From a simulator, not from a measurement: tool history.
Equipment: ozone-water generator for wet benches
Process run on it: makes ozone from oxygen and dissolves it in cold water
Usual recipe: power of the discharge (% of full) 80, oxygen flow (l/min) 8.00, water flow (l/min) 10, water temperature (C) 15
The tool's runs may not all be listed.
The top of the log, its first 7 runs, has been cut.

run,hour,power of the discharge (% of full),oxygen flow (l/min),water flow (l/min),water temperature (C),hours of work since the electrodes were changed,hours of work since the contactor was cleaned,hours of work since the thermometer was calibrated,dissolved ozone (ppm),ozone in the gas ahead of the water (g/m3)
8,455.0,80,8.00,10,15,1822,4934,1028,38.9,241.5
9,512.9,80,8.00,10,15,1867,4979,1073,39.1,241.0
10,580.1,80,8.00,10,15,1919,5031,1125,39.4,242.2
# hour 588.8: contactor cleaned
11,630.4,80,8.00,10,15,1955,32,1161,38.8,241.3
12,706.3,80,8.00,10,15,2014,91,1220,38.4,240.0
13,753.3,61,8.00,10,15,2050,127,1256,33.2,205.8
14,834.7,80,4.71,10,15,2113,190,1319,45.2,339.0
15,910.1,80,4.71,10,15,2171,249,1377,44.7,339.1
16,991.1,80,7.06,10,15,2234,312,1440,39.9,259.7
17,1048.5,80,7.06,10,15,2279,356,1485,39.8,260.9
# hour 1059.8: contactor cleaned, once more
18,1107.6,89,4.44,9,7,2321,37,1527,61.3,373.5
19,1188.0,80,8.00,15,15,2384,99,1590,30.4,240.1
20,1242.3,79,9.57,10,19,2426,141,1632,33.2,212.6
21,1287.4,79,9.57,10,19,2461,176,1667,33.3,210.0
22,1356.9,79,9.57,10,19,2514,230,1720,33.2,211.3
23,1436.9,65,8.00,10,15,2576,292,1782,34.7,210.8
24,1511.5,65,8.00,10,15,2634,350,1840,34.4,210.9
25,1575.0,65,8.00,10,15,2683,399,1889,34.5,212.1
26,1623.3,86,8.00,7,15,2721,436,1927,49.1,243.7
27,1705.4,62,8.00,6,15,2784,500,1990,43.2,203.8
28,1766.6,62,8.00,6,15,2832,547,2038,43.1,202.4
29,1809.1,62,8.00,6,15,2865,580,2071,42.7,203.9
30,1886.9,43,9.68,10,15,2925,641,2131,25.1,146.0
31,1953.4,89,8.00,8,15,2976,692,2182,46.3,249.2

Run 32 has not been measured yet. What should we expect?
32,2034.4,89,8.00,12,10,3039,755,2245,?,?

Run 32 yielded dissolved ozone (ppm) 40.8, ozone in the gas ahead of the water (g/m3) 248.4.
Minus the tool's unlogged condition, the same run would have read dissolved ozone (ppm) 45.0, ozone in the gas ahead of the water (g/m3) 271.2.
